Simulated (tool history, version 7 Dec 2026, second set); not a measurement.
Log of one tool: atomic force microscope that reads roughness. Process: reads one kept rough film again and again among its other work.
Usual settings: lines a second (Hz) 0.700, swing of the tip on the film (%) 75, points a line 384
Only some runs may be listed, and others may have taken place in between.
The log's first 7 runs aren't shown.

run	day	lines a second (Hz)	swing of the tip on the film (%)	points a line	roughness of the kept film (nm (root mean square))
8	9.158	0.679	75	384	0.973
9	9.946	0.679	75	384	0.975
# day 11.104: new tip fitted
10	11.633	0.679	75	481	0.989
11	12.658	0.700	75	394	0.981
12	14.471	0.700	75	394	0.978
13	15.571	0.700	75	394	0.979
14	16.438	0.700	75	394	0.971
# day 16.667: new tip fitted
15	17.500	1.405	75	394	0.946
16	19.375	1.405	82	394	0.909
17	20.738	2.913	89	903	0.746
# day 22.162: new tip fitted
18	22.550	0.863	89	903	0.932
19	24.208	0.700	72	384	0.986
20	26.154	0.534	65	269	1.001
21	27.150	0.889	84	655	0.940
# day 27.688: new tip fitted
22	28.267	0.707	78	840	0.975
23	29.329	0.707	87	840	0.958
24	30.929	0.578	75	718	0.992
25	32.779	1.316	72	718	0.954
# day 33.242: new tip fitted
26	33.592	0.700	75	462	0.990
27	34.421	1.215	78	379	0.942
28	35.500	1.215	78	379	0.944
29	37.204	1.215	78	379	0.934
30	38.675	2.364	84	379	0.831

Branching from run 30: 3 alternative next runs. What would each branch give?
# day 38.792: new tip fitted
A	40.212	3.035	65	384	?
# day 38.792: new tip fitted
B	40.212	0.700	67	625	?
# day 38.792: new tip fitted
C	40.212	1.437	67	620	?

run	roughness of the kept film (nm (root mean square))
A	0.930
B	1.005
C	0.977
Had the tool no hidden state, the same runs would have come out as:
run	roughness of the kept film (nm (root mean square))
A	0.930
B	1.006
C	0.977

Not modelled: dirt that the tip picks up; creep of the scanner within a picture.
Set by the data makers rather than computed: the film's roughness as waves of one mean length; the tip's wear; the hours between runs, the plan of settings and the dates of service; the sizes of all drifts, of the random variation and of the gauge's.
